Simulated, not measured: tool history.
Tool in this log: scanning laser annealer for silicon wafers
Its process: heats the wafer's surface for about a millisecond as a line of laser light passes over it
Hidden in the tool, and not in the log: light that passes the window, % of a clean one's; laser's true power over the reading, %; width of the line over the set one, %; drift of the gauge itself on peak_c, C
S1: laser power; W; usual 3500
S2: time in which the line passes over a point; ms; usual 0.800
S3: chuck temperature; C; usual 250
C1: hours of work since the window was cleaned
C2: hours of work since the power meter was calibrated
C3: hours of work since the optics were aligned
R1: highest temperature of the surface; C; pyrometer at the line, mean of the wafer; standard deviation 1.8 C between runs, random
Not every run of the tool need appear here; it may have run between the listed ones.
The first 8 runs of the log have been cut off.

run   hour    S1     S2   S3   C1   C2  C3    R1
  9   55.4  2978  0.800  250  293  157  29   834
 10   61.8  2978  0.800  250  296  160  32   832
 11   67.0  2978  0.800  250  298  162  34   833
 12   72.0  2978  0.800  250  300  164  36   832
      75.6  -- laser's power meter calibrated
 13   80.4  3500  0.800  250  302    2  38   939
 14   84.7  3500  0.800  254  304    4  40   944
      94.1  -- laser's power meter calibrated, once more
 15   96.6  3500  0.800  254  307    1  43   944
 16  105.4  3500  0.800  227  311    5  47   918
 17  110.3  3500  0.800  227  313    7  49   914
 18  119.3  3500  0.800  227  317   10  53   918
 19  125.5  3113  0.800  250  319   13  55   861
 20  135.7  3113  0.800  250  323   17  59   860
 21  141.5  3468  0.886  239  326   19  62   963
 22  148.2  3468  0.886  239  328   22  64   964
 23  158.5  3500  0.567  255  333   26  69   821
 24  166.0  3278  0.569  250  336   29  72   777
 25  174.3  3453  0.747  250  339   33  75   901
 26  181.8  3588  1.000  250  342   36  78  1053
 27  187.2  3588  1.000  250  344   38  80  1052
 28  196.2  3500  0.720  250  348   42  84   900
 29  201.1  3739  0.638  281  350   44  86   927
 30  207.4  3500  0.941  250  352   46  89  1002
 31  214.6  3500  0.941  250  355   49  92  1002
 32  223.8  3674  0.800  226  359   53  95   947
 33  231.6  3500  0.666  263  362   56  98   881

Forecast run 34:
 34  237.7  3010  0.774  254  365  58  101   ?

R1: 828 C
Take away the tool's hidden state, keep the run-to-run variation as it was, and the same run would have given R1 844 C.
